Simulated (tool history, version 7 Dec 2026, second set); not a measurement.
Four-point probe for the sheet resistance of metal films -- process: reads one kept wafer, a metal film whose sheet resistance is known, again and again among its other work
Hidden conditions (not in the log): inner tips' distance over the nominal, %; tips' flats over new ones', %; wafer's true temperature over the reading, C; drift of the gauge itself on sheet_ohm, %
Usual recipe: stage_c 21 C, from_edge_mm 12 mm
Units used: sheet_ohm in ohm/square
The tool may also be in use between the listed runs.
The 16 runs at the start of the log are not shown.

| run | hour | stage_c | from_edge_mm | touches since the probe head was changed | hours of work since the stage's thermometer was calibrated | sheet_ohm |
|---|---|---|---|---|---|---|
| 17 | 990.8 | 34 | 12 | 42711 | 853 | 2.236151 |
| 18 | 1086.5 | 18 | 70 | 47777 | 919 | 2.196479 |
| 19 | 1178.6 | 18 | 70 | 52652 | 983 | 2.196486 |
| 20 | 1246.5 | 18 | 70 | 56247 | 1030 | 2.196535 |
| 21 | 1312.2 | 18 | 70 | 59723 | 1076 | 2.196689 |
| 22 | 1355.2 | 26 | 22 | 62003 | 1106 | 2.215411 |
| 23 | 1450.0 | 29 | 53 | 67018 | 1171 | 2.219350 |
|  | 1495.3 | new probe head fitted |
| 24 | 1527.9 | 30 | 12 | 1725 | 1225 | 2.228481 |
| 25 | 1592.7 | 30 | 12 | 5152 | 1270 | 2.229173 |
| 26 | 1646.2 | 30 | 10 | 7984 | 1307 | 2.232755 |
| 27 | 1688.9 | 30 | 10 | 10248 | 1336 | 2.232472 |
| 28 | 1737.3 | 30 | 14 | 12809 | 1370 | 2.226393 |
| 29 | 1817.1 | 24 | 16 | 17033 | 1425 | 2.214281 |
| 30 | 1910.8 | 30 | 35 | 21993 | 1490 | 2.221400 |
| 31 | 1969.9 | 30 | 35 | 25125 | 1531 | 2.220898 |

Alternative continuations, all from the tool just after run 31; predict every row:
| A | 2052.2 | 28 | 47 | 29478 | 1588 | ? |
| B | 2052.2 | 20 | 41 | 29478 | 1588 | ? |
| C | 2052.2 | 30 | 17 | 29478 | 1588 | ? |
| D | 2052.2 | 33 | 6 | 29478 | 1588 | ? |
| E | 2052.2 | 24 | 12 | 29478 | 1588 | ? |

| run | sheet_ohm |
|---|---|
| A | 2.216702 |
| B | 2.200800 |
| C | 2.224101 |
| D | 2.258704 |
| E | 2.217058 |
Take away the tool's hidden state, keep each run's random variation, and the runs would have read:
| run | sheet_ohm |
|---|---|
| A | 2.217035 |
| B | 2.201132 |
| C | 2.224434 |
| D | 2.259041 |
| E | 2.217391 |

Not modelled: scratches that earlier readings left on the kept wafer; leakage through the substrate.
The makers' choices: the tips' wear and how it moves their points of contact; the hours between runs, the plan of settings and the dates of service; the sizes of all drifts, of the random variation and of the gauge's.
